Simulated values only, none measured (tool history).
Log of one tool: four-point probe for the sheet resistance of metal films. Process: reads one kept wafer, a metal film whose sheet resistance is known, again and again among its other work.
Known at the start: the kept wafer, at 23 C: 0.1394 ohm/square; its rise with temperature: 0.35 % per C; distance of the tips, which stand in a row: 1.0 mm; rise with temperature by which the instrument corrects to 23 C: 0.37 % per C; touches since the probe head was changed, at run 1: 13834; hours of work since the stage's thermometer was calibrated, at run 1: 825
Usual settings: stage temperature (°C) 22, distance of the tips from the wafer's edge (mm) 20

run   hour  stage temperature (°C)  distance of the tips from the wafer's edge (mm)  touches since the probe head was changed  hours of work since the stage's thermometer was calibrated  sheet resistance as the instrument gives it (ohm/square)
  1      0                      22                                               20                                     13834                                                         825                                                  0.140517
  2   25.5                      19                                               20                                     14677                                                         843                                                  0.140712
  3   49.5                      19                                               20                                     15467                                                         860                                                  0.140681
  4   77.6                      19                                               20                                     16393                                                         880                                                  0.140777
  5  109.9                      21                                               20                                     17460                                                         903                                                  0.140654
  6  143.4                      22                                               20                                     18566                                                         927                                                  0.140635
  7  166.3                      22                                               20                                     19322                                                         943                                                  0.140653
  8  194.8                      35                                               41                                     20262                                                         963                                                  0.140139
  9  210.6                      20                                               20                                     20782                                                         974                                                  0.140782
 10  238.1                      18                                               47                                     21690                                                         994                                                  0.140717
 11  261.9                      28                                                5                                     22476                                                        1010                                                  0.143327
 12  282.9                      35                                               24                                     23168                                                        1025                                                  0.140248
 13  312.8                      35                                               24                                     24154                                                        1046                                                  0.140305

Forecast each of these 4 alternatives for the next run:
  A  330.8                      22                                               50                                     24749                                                        1059                                                         ?
  B  330.8                      29                                                5                                     24749                                                        1059                                                         ?
  C  330.8                      32                                               24                                     24749                                                        1059                                                         ?
  D  330.8                      22                                               74                                     24749                                                        1059                                                         ?

run  sheet resistance as the instrument gives it (ohm/square)
  A                                                  0.140603
  B                                                  0.143262
  C                                                  0.140395
  D                                                  0.140617
Without the tool's hidden state the same runs would have given:
run  sheet resistance as the instrument gives it (ohm/square)
  A                                                  0.139467
  B                                                  0.142104
  C                                                  0.139257
  D                                                  0.139482
